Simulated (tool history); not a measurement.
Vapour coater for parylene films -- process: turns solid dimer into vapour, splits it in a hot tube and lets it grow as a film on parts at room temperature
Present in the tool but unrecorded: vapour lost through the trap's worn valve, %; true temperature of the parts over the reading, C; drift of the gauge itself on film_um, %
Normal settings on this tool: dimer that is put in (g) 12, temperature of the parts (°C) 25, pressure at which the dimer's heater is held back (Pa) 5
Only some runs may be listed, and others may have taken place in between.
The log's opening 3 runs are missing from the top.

run   hour  dimer that is put in (g)  temperature of the parts (°C)  pressure at which the dimer's heater is held back (Pa)  hours of work since the trap's valve was overhauled  hours of work since the table's thermometer was calibrated  thickness of the film (nm)
  4   78.6                        12                             25                                                       5                                                   50                                                         454                        2480
  5  100.5                        12                             25                                                       5                                                   59                                                         464                        2470
  6  129.8                        12                             25                                                       5                                                   71                                                         476                        2470
  7  152.2                        12                             25                                                       5                                                   80                                                         485                        2480
  8  173.4                        12                             25                                                       5                                                   89                                                         494                        2460
  9  194.2                        12                             25                                                       5                                                   98                                                         502                        2480
 10  216.1                        12                             25                                                    11.2                                                  107                                                         511                        2260
 11  245.8                        12                             25                                                    11.2                                                  119                                                         524                        2230
 12  264.9                        12                             34                                                    11.2                                                  127                                                         532                        1490
 13  288.7                        12                             34                                                    11.2                                                  137                                                         542                        1510
 14  316.9                        12                             30                                                    11.2                                                  148                                                         553                        1790
 15  340.3                        12                             25                                                       5                                                  158                                                         563                        2450
 16    370                         8                             35                                                    7.08                                                  171                                                         575                         990
 17    393                         6                             25                                                    6.13                                                  180                                                         585                        1180
 18  407.5                         6                             27                                                    5.75                                                  186                                                         591                        1050
 19  432.3                         5                             19                                                    4.16                                                  196                                                         601                        1340
 20    458                         5                             19                                                    2.14                                                  207                                                         612                        1410
 21  484.6                         5                             27                                                    3.59                                                  218                                                         623                         920

Run 22, settings as shown, results not yet in. Your forecast:
 22  500.1                         5                             20                                                    8.28                                                  225                                                         629                           ?

{"run 22": {"thickness of the film (nm)": 1170}}
Minus the tool's unlogged condition, the same run would have read thickness of the film (nm) 1230.
